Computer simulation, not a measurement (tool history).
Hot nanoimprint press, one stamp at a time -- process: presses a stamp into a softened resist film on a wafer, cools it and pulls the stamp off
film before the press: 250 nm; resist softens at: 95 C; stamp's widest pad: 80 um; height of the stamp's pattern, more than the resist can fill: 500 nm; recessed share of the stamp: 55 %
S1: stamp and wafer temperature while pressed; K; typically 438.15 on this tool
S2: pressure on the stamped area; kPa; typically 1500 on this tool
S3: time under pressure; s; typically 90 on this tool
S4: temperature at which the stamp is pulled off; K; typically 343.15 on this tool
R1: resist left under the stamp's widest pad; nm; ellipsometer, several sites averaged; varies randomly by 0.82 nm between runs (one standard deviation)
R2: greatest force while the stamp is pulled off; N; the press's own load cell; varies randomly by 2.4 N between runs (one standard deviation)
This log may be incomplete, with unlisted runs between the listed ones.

run   hour      S1    S2   S3      S4     R1   R2
  1    0.0  438.15  1500   90  343.15  108.4  173
  2   18.0  438.15  1760   90  343.15  102.1  180
      39.2  -- stamp cleaned and given a new release coat
  3   39.2  438.15  1760   90  343.15  101.2  154
  4   48.6  438.15  1760   90  343.15  101.9  157
  5   68.7  438.15  1760   90  343.15  103.0  156
  6   83.9  438.15  1500   90  343.15  109.3  160
  7   97.2  438.15  1500   90  343.15  111.3  163
  8  108.8  438.15  1500   90  343.15  109.0  157
  9  117.9  438.15  1500   90  343.15  110.9  159
 10  136.5  438.15  1500   90  336.15  111.9  168
 11  156.9  438.15  1500  169  343.15   85.8  167
 12  173.2  438.15  1500   45  343.15  142.0  168
 13  191.8  438.15  1500   45  343.15  142.3  165
 14  209.0  438.15  1500   90  343.15  112.8  170
 15  226.3  438.15  1500   90  343.15  112.3  166
 16  238.8  438.15  1500   90  343.15  110.5  170
 17  256.3  438.15  1500   90  343.15  111.3  174
 18  271.3  438.15  1500   90  343.15  112.5  173
 19  291.7  438.15  1500   90  343.15  113.3  174
 20  304.6  438.15  1500  147  330.15   92.9  187
 21  316.6  438.15  1500  147  330.15   93.5  190
 22  326.9  448.15  1500  109  330.15   63.6  191
 23  335.8  446.15  1500   48  330.15   98.0  189
 24  345.6  446.15  1500   48  330.15   98.5  195
     355.3  -- stamp cleaned and given a new release coat
     374.6  -- plate thermocouple calibrated
 25  375.5  446.15  1500   48  330.15   93.9  168
 26  388.4  438.15  1570   90  343.15  105.1  154
 27  400.0  437.15  1500  156  332.15   92.8  175
 28  413.4  438.15  1650   81  343.15  107.7  160
 29  430.8  438.15  1650   81  343.15  108.0  155
 30  445.7  433.15   930   90  330.15  165.6  175
 31  462.3  445.15   930   54  330.15  118.1  177

3 options for the next run, each taken on its own from the tool as it stands now. Forecast them:
  A  478.0  438.15  1500  140  344.15   ?   ?
  B  478.0  445.15   930  126  330.15   ?   ?
  C  478.0  445.15  1100   54  330.15   ?   ?

run     R1   R2
  A   91.1  160
  B   82.0  177
  C  108.6  175
With no hidden state in the tool, these same runs would have given:
run     R1   R2
  A   89.8  151
  B   81.4  167
  C  107.8  166
